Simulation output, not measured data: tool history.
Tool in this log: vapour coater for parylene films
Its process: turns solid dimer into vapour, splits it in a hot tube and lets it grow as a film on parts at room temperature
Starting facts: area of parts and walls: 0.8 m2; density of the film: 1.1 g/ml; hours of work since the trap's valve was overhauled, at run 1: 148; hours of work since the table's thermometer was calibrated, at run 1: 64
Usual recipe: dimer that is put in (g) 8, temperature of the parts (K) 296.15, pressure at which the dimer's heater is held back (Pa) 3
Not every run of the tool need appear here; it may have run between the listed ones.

| run | hour | dimer that is put in (g) | temperature of the parts (K) | pressure at which the dimer's heater is held back (Pa) | hours of work since the trap's valve was overhauled | hours of work since the table's thermometer was calibrated | thickness of the film (um) |
|---|---|---|---|---|---|---|---|
| 1 | 0 | 8 | 296.15 | 3 | 148 | 64 | 4.82 |
| 2 | 11.6 | 8 | 296.15 | 3 | 154 | 70 | 4.84 |
| 3 | 26.4 | 8 | 296.15 | 3 | 162 | 78 | 4.81 |
| 4 | 37.3 | 8 | 296.15 | 3 | 168 | 83 | 4.82 |
| 5 | 51.3 | 6 | 296.15 | 3 | 175 | 91 | 3.61 |
| 6 | 64 | 6 | 296.15 | 3 | 182 | 97 | 3.63 |
| 7 | 73.8 | 6 | 296.15 | 3 | 187 | 103 | 3.62 |
| 8 | 88.2 | 6 | 296.15 | 3 | 194 | 110 | 3.6 |
| 9 | 98.5 | 8 | 296.15 | 3 | 200 | 116 | 4.8 |
| 10 | 112.3 | 8 | 296.15 | 4.53 | 207 | 123 | 4.52 |
| 11 | 121.6 | 8 | 296.15 | 3 | 212 | 128 | 4.84 |
| 12 | 132 | 8 | 290.15 | 3 | 218 | 133 | 5.86 |
| 13 | 147.8 | 8 | 290.15 | 3 | 226 | 142 | 5.88 |
| 14 | 154.7 | 8 | 290.15 | 3 | 230 | 145 | 5.82 |
| 15 | 168.1 | 8 | 290.15 | 3 | 237 | 152 | 5.83 |
| 16 | 184.9 | 8 | 298.15 | 3 | 245 | 161 | 4.49 |
| 17 | 196.3 | 8 | 298.15 | 3 | 251 | 167 | 4.49 |
| 18 | 212.8 | 7 | 296.15 | 3 | 260 | 176 | 4.18 |
| 19 | 224.8 | 8 | 296.15 | 3 | 266 | 182 | 4.78 |
| 20 | 237.1 | 10 | 296.15 | 3 | 273 | 189 | 5.95 |
| 21 | 245.7 | 4 | 298.15 | 3 | 277 | 193 | 2.24 |
| 22 | 254.9 | 8 | 296.15 | 4.29 | 282 | 198 | 4.54 |
| 23 | 268.4 | 8 | 289.15 | 9.38 | 289 | 205 | 5.09 |
| 24 | 283.9 | 8 | 289.15 | 9.38 | 298 | 213 | 5.07 |
| 25 | 294.1 | 8 | 289.15 | 9.38 | 303 | 219 | 5.06 |
| 26 | 311.1 | 8 | 289.15 | 9.38 | 312 | 228 | 5.05 |
| 27 | 322.6 | 8 | 289.15 | 4.56 | 318 | 234 | 5.64 |
| 28 | 333.2 | 4 | 289.15 | 4.61 | 324 | 239 | 2.81 |
| 29 | 340.1 | 6 | 290.15 | 3.34 | 327 | 243 | 4.29 |
| 30 | 349.2 | 6 | 290.15 | 3.34 | 332 | 248 | 4.28 |
| 31 | 359.5 | 6 | 290.15 | 3.34 | 337 | 253 | 4.29 |
| 32 | 370.8 | 8 | 307.15 | 3.17 | 343 | 259 | 3.27 |
| 33 | 387 | 8 | 307.15 | 3.17 | 352 | 268 | 3.26 |
| 34 | 394.8 | 8 | 289.15 | 3 | 356 | 272 | 5.98 |
| 35 | 406.2 | 8 | 300.15 | 2.42 | 362 | 278 | 4.29 |
| 36 | 421.8 | 8 | 300.15 | 2.42 | 370 | 286 | 4.27 |
| 37 | 436.7 | 8 | 300.15 | 11.42 | 378 | 294 | 3.37 |

Predict each of these 4 candidate next runs independently; none follows another, all start after run 37:
| A | 446.6 | 4 | 290.15 | 3 | 383 | 299 | ? |
| B | 446.6 | 5 | 306.15 | 2.46 | 383 | 299 | ? |
| C | 446.6 | 8 | 289.15 | 2.62 | 383 | 299 | ? |
| D | 446.6 | 6 | 300.15 | 11.42 | 383 | 299 | ? |

| run | thickness of the film (um) |
|---|---|
| A | 2.88 |
| B | 2.17 |
| C | 6.08 |
| D | 2.52 |
Without the tool's unlogged condition, the same runs would have read:
| run | thickness of the film (um) |
|---|---|
| A | 3.01 |
| B | 2.27 |
| C | 6.36 |
| D | 2.63 |

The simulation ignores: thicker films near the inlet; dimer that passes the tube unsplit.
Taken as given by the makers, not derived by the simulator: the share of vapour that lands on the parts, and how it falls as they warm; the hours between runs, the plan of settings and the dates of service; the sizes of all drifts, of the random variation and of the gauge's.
